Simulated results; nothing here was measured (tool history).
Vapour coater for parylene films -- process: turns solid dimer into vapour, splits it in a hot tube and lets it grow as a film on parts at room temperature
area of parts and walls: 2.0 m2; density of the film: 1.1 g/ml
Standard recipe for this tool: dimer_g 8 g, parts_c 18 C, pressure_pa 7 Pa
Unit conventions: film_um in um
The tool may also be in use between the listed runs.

| run | hour | dimer_g | parts_c | pressure_pa | film_um |
|---|---|---|---|---|---|
| 1 | 0 | 8 | 18 | 7 | 1.57 |
| 2 | 24.5 | 8 | 18 | 7 | 1.56 |
| 3 | 40.7 | 8 | 18 | 7 | 1.54 |
| 4 | 54.6 | 8 | 18 | 4.1 | 1.66 |
| 5 | 70.8 | 8 | 18 | 4.1 | 1.65 |
| 6 | 90.3 | 8 | 18 | 7 | 1.52 |
| 7 | 105.3 | 8 | 18 | 7 | 1.52 |
| 8 | 119.4 | 8 | 12 | 7 | 2.02 |
| 9 | 132.6 | 8 | 12 | 7 | 2.03 |
| 10 | 160.1 | 8 | 12 | 7 | 2.01 |
| 11 | 175.8 | 8 | 12 | 7 | 1.96 |
| 12 | 193.7 | 5 | 11 | 3.86 | 1.42 |
| 13 | 217.1 | 5 | 11 | 3.86 | 1.43 |
| 14 | 229.5 | 8 | 21 | 7 | 1.29 |
| 15 | 254.8 | 5 | 23 | 4 | 0.76 |
| 16 | 280.8 | 6 | 20 | 2.7 | 1.12 |
| 17 | 299.4 | 8 | 26 | 7 | 0.99 |
| 18 | 317.7 | 8 | 24 | 7 | 1.08 |

Expected results for the next run?
|  | 338.7 | trap's valve overhauled |
| 19 | 341 | 12 | 30 | 7 | ? |

film_um: 1.41 um
On a tool with no hidden condition, and with the same random variation, this run would have come out at film_um 1.41 um.
